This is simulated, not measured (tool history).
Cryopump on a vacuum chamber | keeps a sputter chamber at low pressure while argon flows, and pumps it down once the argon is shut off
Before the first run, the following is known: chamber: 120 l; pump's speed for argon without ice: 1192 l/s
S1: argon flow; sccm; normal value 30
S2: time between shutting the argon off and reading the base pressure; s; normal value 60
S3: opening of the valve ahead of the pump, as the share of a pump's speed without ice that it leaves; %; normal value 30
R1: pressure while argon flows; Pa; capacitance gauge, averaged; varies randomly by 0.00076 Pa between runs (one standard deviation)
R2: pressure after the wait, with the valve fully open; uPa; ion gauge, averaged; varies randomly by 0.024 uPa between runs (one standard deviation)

run	day	S1	S2	S3	R1	R2
1	0.000	30	60	30	0.1505	3.30
2	1.412	30	60	30	0.1532	3.30
3	2.717	30	60	41	0.1157	3.29
4	4.388	30	60	41	0.1159	3.40
5	5.612	30	60	30	0.1560	3.50
6	7.038	30	60	30	0.1562	3.68
7	8.075	22	60	30	0.1156	3.67
8	9.750	30	60	57	0.0898	3.83
9	10.971	30	60	48	0.1048	3.93
10	12.238	30	60	48	0.1069	3.89
# day 14.033: pump warmed up, emptied and cooled again
11	14.033	30	60	48	0.0897	3.00
12	15.338	30	60	48	0.0900	3.10
13	16.679	30	60	48	0.0913	3.11
14	17.904	49	60	30	0.2351	3.22
15	18.608	30	60	18	0.2404	3.20
16	20.246	37	32	41	0.1320	4.02
17	21.838	38	22	39	0.1433	4.51
18	23.471	38	22	39	0.1442	4.60
19	24.654	12	60	23	0.0757	3.56
20	26.300	12	60	23	0.0748	3.56
21	27.571	27	72	58	0.0725	3.52
22	29.079	45	160	60	0.1161	3.35
23	30.400	45	160	60	0.1169	3.40
24	31.671	45	32	60	0.1187	4.48
25	33.267	45	89	31	0.2209	3.83
26	34.629	45	89	31	0.2206	3.92
27	36.012	30	45	30	0.1530	4.40
28	36.962	44	35	15	0.4343	4.61
29	37.688	28	35	15	0.2770	4.79
30	38.583	28	35	15	0.2749	4.86

Pick out some run-to-run changes in R1. Of each, how much would a tool without hidden state show as well, from the settings, what came in and chance, and how much is left for the hidden state and any gauge scatter not in both results compared?
Hidden state at play: pump's speed, % of a pump's without ice; cold plate's temperature, K; leak into the chamber, uPa l/s; drift of the gauge itself on working_pa, %; drift of the gauge itself on base_upa, %.
Run 10 -> 11: pump warmed up, emptied and cooled again. R1 -0.0172 Pa: hidden state -0.0171, all else -0.0001.
Run 13 -> 14: S1 30 -> 49, S3 48 -> 30. R1 +0.1438 Pa: hidden state +0.0018, all else +0.1420.
Run 27 -> 28: S1 30 -> 44, S2 45 -> 35, S3 30 -> 15. R1 +0.2813 Pa: hidden state +0.0061, all else +0.2752.
Run 28 -> 29: S1 44 -> 28. R1 -0.1573 Pa: hidden state -0.0059, all else -0.1514.
